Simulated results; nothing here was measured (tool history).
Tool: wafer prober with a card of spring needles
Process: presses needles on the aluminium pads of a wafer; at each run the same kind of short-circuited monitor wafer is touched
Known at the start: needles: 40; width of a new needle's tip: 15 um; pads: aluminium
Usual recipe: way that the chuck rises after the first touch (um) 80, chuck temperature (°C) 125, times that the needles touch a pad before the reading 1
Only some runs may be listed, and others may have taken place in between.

run,day,way that the chuck rises after the first touch (um),chuck temperature (°C),times that the needles touch a pad before the reading,resistance of one needle with its contact and lead (mohm),way that a needle slides on the pad (um)
1,0.000,80,125,1,318,12.28
# day 0.546: tips cleaned on abrasive film
# day 1.229: tips cleaned on abrasive film
2,1.488,80,125,1,346,11.88
# day 1.900: tips cleaned on abrasive film
# day 2.583: tips cleaned on abrasive film
# day 3.262: tips cleaned on abrasive film
3,3.683,80,125,1,357,11.84
# day 3.825: tips cleaned on abrasive film
# day 4.371: tips cleaned on abrasive film
# day 5.054: tips cleaned on abrasive film
# day 5.738: tips cleaned on abrasive film
4,6.192,66,125,1,382,9.61
# day 6.329: tips cleaned on abrasive film
# day 6.479: height of the first contact set anew
# day 7.025: tips cleaned on abrasive film
# day 7.704: tips cleaned on abrasive film
# day 8.388: tips cleaned on abrasive film
# day 9.071: tips cleaned on abrasive film
5,9.342,80,125,1,338,12.82
# day 9.750: tips cleaned on abrasive film
# day 10.433: tips cleaned on abrasive film
# day 11.117: tips cleaned on abrasive film
6,11.296,80,125,1,332,12.82
# day 11.708: tips cleaned on abrasive film
# day 12.392: tips cleaned on abrasive film
# day 12.938: tips cleaned on abrasive film
# day 13.621: tips cleaned on abrasive film
7,13.742,80,125,1,325,12.77
# day 14.292: tips cleaned on abrasive film
# day 14.567: tips cleaned on abrasive film, once more
# day 15.246: tips cleaned on abrasive film
8,15.771,80,125,1,364,12.69
# day 15.908: tips cleaned on abrasive film
# day 16.592: tips cleaned on abrasive film
# day 17.275: tips cleaned on abrasive film
9,17.421,80,125,1,328,12.68
# day 17.829: tips cleaned on abrasive film
# day 18.512: tips cleaned on abrasive film
10,18.962,80,125,1,354,12.64
# day 19.100: tips cleaned on abrasive film
# day 19.783: tips cleaned on abrasive film
# day 20.467: tips cleaned on abrasive film
# day 21.150: tips cleaned on abrasive film
11,21.262,80,125,1,323,12.64
# day 21.808: tips cleaned on abrasive film
# day 22.354: tips cleaned on abrasive film
# day 23.038: tips cleaned on abrasive film
12,23.225,82,26,2,294,12.94
# day 23.638: tips cleaned on abrasive film
# day 24.312: tips cleaned on abrasive film
# day 24.862: tips cleaned on abrasive film
# day 25.546: tips cleaned on abrasive film
# day 26.225: tips cleaned on abrasive film
13,26.492,78,38,1,318,12.21
# day 26.904: tips cleaned on abrasive film
# day 27.588: tips cleaned on abrasive film
# day 28.133: tips cleaned on abrasive film
14,28.654,78,47,2,324,12.15
# day 28.792: tips cleaned on abrasive film
# day 29.338: tips cleaned on abrasive film
# day 30.021: tips cleaned on abrasive film
15,30.350,84,28,2,302,13.03
# day 30.625: tips cleaned on abrasive film
# day 31.308: tips cleaned on abrasive film
# day 31.992: tips cleaned on abrasive film
# day 32.675: tips cleaned on abrasive film
16,33.100,88,28,2,308,13.64

For run 17, what comes out?
# day 33.238: tips cleaned on abrasive film
# day 33.783: tips cleaned on abrasive film
# day 34.467: tips cleaned on abrasive film
# day 35.146: tips cleaned on abrasive film
# day 35.829: tips cleaned on abrasive film
# day 36.375: tips cleaned on abrasive film
17,36.379,80,66,1,?,?

Run 17 gave resistance of one needle with its contact and lead (mohm) 290, way that a needle slides on the pad (um) 12.26.
The same run, on a tool lacking any hidden state, would have yielded resistance of one needle with its contact and lead (mohm) 283, way that a needle slides on the pad (um) 12.81.
